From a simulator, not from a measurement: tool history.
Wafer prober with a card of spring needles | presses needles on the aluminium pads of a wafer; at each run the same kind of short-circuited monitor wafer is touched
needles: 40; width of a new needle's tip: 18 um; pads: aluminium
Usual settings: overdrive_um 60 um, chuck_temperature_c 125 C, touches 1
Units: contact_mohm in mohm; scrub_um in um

run 1 hour=0.0 | overdrive_um=60 chuck_temperature_c=125 touches=1 | contact_mohm=262 scrub_um=11.47
run 2 hour=5.5 | overdrive_um=60 chuck_temperature_c=125 touches=1 | contact_mohm=262 scrub_um=11.44
run 3 hour=9.5 | overdrive_um=60 chuck_temperature_c=125 touches=1 | contact_mohm=262 scrub_um=11.46
run 4 hour=17.3 | overdrive_um=60 chuck_temperature_c=35 touches=1 | contact_mohm=240 scrub_um=11.46
run 5 hour=27.3 | overdrive_um=78 chuck_temperature_c=125 touches=1 | contact_mohm=261 scrub_um=14.91
run 6 hour=34.6 | overdrive_um=60 chuck_temperature_c=125 touches=1 | contact_mohm=264 scrub_um=11.49
run 7 hour=40.8 | overdrive_um=60 chuck_temperature_c=62 touches=1 | contact_mohm=250 scrub_um=11.45
run 8 hour=49.1 | overdrive_um=60 chuck_temperature_c=62 touches=1 | contact_mohm=248 scrub_um=11.46
run 9 hour=57.3 | overdrive_um=60 chuck_temperature_c=125 touches=1 | contact_mohm=263 scrub_um=11.47
run 10 hour=64.3 | overdrive_um=60 chuck_temperature_c=125 touches=1 | contact_mohm=265 scrub_um=11.47
run 11 hour=73.3 | overdrive_um=60 chuck_temperature_c=125 touches=1 | contact_mohm=263 scrub_um=11.47
run 12 hour=81.6 | overdrive_um=60 chuck_temperature_c=125 touches=1 | contact_mohm=265 scrub_um=11.46
run 13 hour=86.6 | overdrive_um=60 chuck_temperature_c=125 touches=1 | contact_mohm=262 scrub_um=11.48
run 14 hour=94.6 | overdrive_um=53 chuck_temperature_c=125 touches=1 | contact_mohm=267 scrub_um=10.12
run 15 hour=102.5 | overdrive_um=66 chuck_temperature_c=125 touches=1 | contact_mohm=263 scrub_um=12.61
run 16 hour=111.8 | overdrive_um=60 chuck_temperature_c=125 touches=1 | contact_mohm=263 scrub_um=11.47
run 17 hour=118.2 | overdrive_um=60 chuck_temperature_c=125 touches=1 | contact_mohm=271 scrub_um=11.46
run 18 hour=122.4 | overdrive_um=60 chuck_temperature_c=57 touches=1 | contact_mohm=248 scrub_um=11.48
run 19 hour=126.9 | overdrive_um=68 chuck_temperature_c=79 touches=2 | contact_mohm=246 scrub_um=12.98
run 20 hour=132.3 | overdrive_um=68 chuck_temperature_c=79 touches=2 | contact_mohm=252 scrub_um=13.00
run 21 hour=142.1 | overdrive_um=68 chuck_temperature_c=79 touches=2 | contact_mohm=255 scrub_um=13.02
run 22 hour=148.4 | overdrive_um=60 chuck_temperature_c=36 touches=1 | contact_mohm=236 scrub_um=11.47
run 23 hour=154.3 | overdrive_um=76 chuck_temperature_c=59 touches=1 | contact_mohm=241 scrub_um=14.54
run 24 hour=158.4 | overdrive_um=60 chuck_temperature_c=125 touches=1 | contact_mohm=264 scrub_um=11.47
run 25 hour=162.8 | overdrive_um=45 chuck_temperature_c=61 touches=1 | contact_mohm=255 scrub_um=8.59
run 26 hour=171.9 | overdrive_um=45 chuck_temperature_c=61 touches=1 | contact_mohm=254 scrub_um=8.59
run 27 hour=181.3 | overdrive_um=46 chuck_temperature_c=30 touches=1 | contact_mohm=241 scrub_um=8.79
run 28 hour=190.6 | overdrive_um=48 chuck_temperature_c=35 touches=1 | contact_mohm=244 scrub_um=9.18
run 29 hour=194.8 | overdrive_um=42 chuck_temperature_c=43 touches=1 | contact_mohm=250 scrub_um=8.03
run 30 hour=203.1 | overdrive_um=47 chuck_temperature_c=125 touches=1 | contact_mohm=264 scrub_um=8.98
run 31 hour=212.7 | overdrive_um=58 chuck_temperature_c=90 touches=2 | contact_mohm=257 scrub_um=11.09
run 32 hour=218.1 | overdrive_um=41 chuck_temperature_c=74 touches=2 | contact_mohm=257 scrub_um=7.81
run 33 hour=226.0 | overdrive_um=59 chuck_temperature_c=83 touches=2 | contact_mohm=254 scrub_um=11.28
run 34 hour=231.8 | overdrive_um=60 chuck_temperature_c=26 touches=2 | contact_mohm=239 scrub_um=11.46
run 35 hour=238.0 | overdrive_um=57 chuck_temperature_c=125 touches=2 | contact_mohm=264 scrub_um=10.88
run 36 hour=245.0 | overdrive_um=60 chuck_temperature_c=83 touches=3 | contact_mohm=250 scrub_um=11.45

Not shown: 8 entries that the log had between the listed runs. Between which runs, and how does the tool's hidden state differ before and after?
Between runs 4 and 5: tips cleaned on abrasive film (hour 23.5)
  debris on the tips, nm: 0.4 -> 0.2
Between runs 8 and 9: tips cleaned on abrasive film (hour 53.0)
  debris on the tips, nm: 0.4 -> 0.2
Between runs 12 and 13: tips cleaned on abrasive film (hour 82.3)
  debris on the tips, nm: 0.4 -> 0.2
Between runs 15 and 16: tips cleaned on abrasive film (hour 111.1)
  debris on the tips, nm: 0.4 -> 0.1
Between runs 20 and 21: tips cleaned on abrasive film (hour 140.3)
  debris on the tips, nm: 0.4 -> 0.1
Between runs 25 and 26: tips cleaned on abrasive film (hour 169.0)
  debris on the tips, nm: 0.4 -> 0.2
Between runs 29 and 30: tips cleaned on abrasive film (hour 197.9)
  debris on the tips, nm: 0.4 -> 0.3
Between runs 33 and 34: tips cleaned on abrasive film (hour 227.3)
  debris on the tips, nm: 0.4 -> 0.2
